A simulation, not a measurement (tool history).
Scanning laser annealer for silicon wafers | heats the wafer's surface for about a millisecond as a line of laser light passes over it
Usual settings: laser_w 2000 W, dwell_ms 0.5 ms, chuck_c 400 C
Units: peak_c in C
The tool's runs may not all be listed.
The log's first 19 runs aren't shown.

| run | hour | laser_w | dwell_ms | chuck_c | peak_c |
|---|---|---|---|---|---|
|  | 1332.8 | window over the wafer cleaned |
| 20 | 1381.4 | 2000 | 0.5 | 400 | 1153 |
| 21 | 1456.4 | 2000 | 0.37 | 400 | 1038 |
| 22 | 1523.7 | 2000 | 0.37 | 400 | 1039 |
| 23 | 1610.2 | 1812 | 0.427 | 382 | 999 |
| 24 | 1696.2 | 1812 | 0.427 | 382 | 997 |
| 25 | 1738.1 | 1812 | 0.427 | 382 | 996 |
| 26 | 1802.9 | 1802 | 0.5 | 433 | 1097 |
| 27 | 1845.6 | 1802 | 0.5 | 433 | 1097 |
| 28 | 1904.1 | 1821 | 0.511 | 360 | 1036 |
| 29 | 1997.2 | 1744 | 0.497 | 370 | 1004 |
| 30 | 2081.2 | 1744 | 0.497 | 370 | 1003 |
| 31 | 2176.5 | 1744 | 0.497 | 370 | 997 |
| 32 | 2262.9 | 2000 | 0.447 | 417 | 1098 |
| 33 | 2308 | 2000 | 0.447 | 417 | 1100 |
| 34 | 2389.8 | 2000 | 0.447 | 417 | 1093 |
| 35 | 2429.8 | 1901 | 0.464 | 382 | 1035 |
| 36 | 2522.5 | 2000 | 0.608 | 417 | 1207 |
| 37 | 2609.3 | 2000 | 0.417 | 394 | 1041 |
| 38 | 2671.5 | 1937 | 0.417 | 439 | 1062 |
|  | 2699.4 | window over the wafer cleaned |
| 39 | 2760.5 | 2101 | 0.403 | 378 | 1081 |
| 40 | 2808.7 | 2000 | 0.557 | 400 | 1189 |
| 41 | 2859.4 | 2068 | 0.354 | 400 | 1044 |

Forecast each of these 3 alternatives for the next run:
| A | 2917.8 | 2172 | 0.514 | 412 | ? |
| B | 2917.8 | 2089 | 0.394 | 388 | ? |
| C | 2917.8 | 1887 | 0.55 | 400 | ? |

| run | peak_c |
|---|---|
| A | 1237 |
| B | 1074 |
| C | 1136 |
Without the tool's hidden state the same runs would have given:
| run | peak_c |
|---|---|
| A | 1261 |
| B | 1094 |
| C | 1157 |
